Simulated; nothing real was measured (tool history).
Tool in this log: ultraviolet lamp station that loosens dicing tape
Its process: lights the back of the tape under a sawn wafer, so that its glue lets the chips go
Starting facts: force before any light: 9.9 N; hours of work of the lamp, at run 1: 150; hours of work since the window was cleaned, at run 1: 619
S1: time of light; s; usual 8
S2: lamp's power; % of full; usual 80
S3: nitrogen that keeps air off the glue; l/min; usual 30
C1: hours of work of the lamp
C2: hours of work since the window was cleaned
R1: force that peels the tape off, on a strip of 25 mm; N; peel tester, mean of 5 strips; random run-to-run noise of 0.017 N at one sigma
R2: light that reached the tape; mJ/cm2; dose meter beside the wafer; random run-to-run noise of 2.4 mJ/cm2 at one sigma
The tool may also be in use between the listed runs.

run   hour  S1  S2  S3   C1   C2     R1   R2
  1    0.0   8  80  30  150  619  1.267  225
  2    8.4   8  80  30  154  623  1.323  219
       9.5  -- window cleaned of glue's vapour
  3   17.7   8  80  30  158    4  1.389  211
  4   22.6   8  80  17  161    6  1.806  210
      26.6  -- window cleaned of glue's vapour, once more
  5   28.1   8  80  17  163    1  1.229  266
  6   32.7   8  80  17  165    3  1.183  265
  7   42.0   8  80  17  169    7  1.192  266
  8   47.3   8  80  57  172   10  0.751  257
  9   57.2  15  80  30  176   14  0.290  487
 10   65.6  15  80  30  180   18  0.278  485
 11   72.7  15  80  30  183   21  0.289  486
 12   79.3  15  90  56  186   24  0.232  548
 13   87.8   4  91  12  190   28  3.087  146
 14   95.5  11  87  58  194   32  0.360  386
 15  100.1   5  97  30  196   34  1.621  197
 16  110.6   5  97  30  201   39  1.562  194
 17  117.9   7  69  30  204   42  1.659  189

Hidden state at the last listed run before each entry between runs and at the first one after, where it differs:
Logged between run 2 and run 3: window cleaned of glue's vapour (hour 9.5)
  lamp's light, % of a new lamp's: 94.3 -> 94.2; light that the window lets through, % of a clean one's: 83.8 -> 79.5
  measured minus no-state result, R1: +0.488 -> +0.590 N; R2: -58 -> -70 mJ/cm2
Logged between run 4 and run 5: window cleaned of glue's vapour, once more (hour 26.6)
  lamp's light, % of a new lamp's: 94.1 -> 94; light that the window lets through, % of a clean one's: 79.4 -> 99.7
  measured minus no-state result, R1: +0.736 -> +0.143 N; R2: -71 -> -17 mJ/cm2
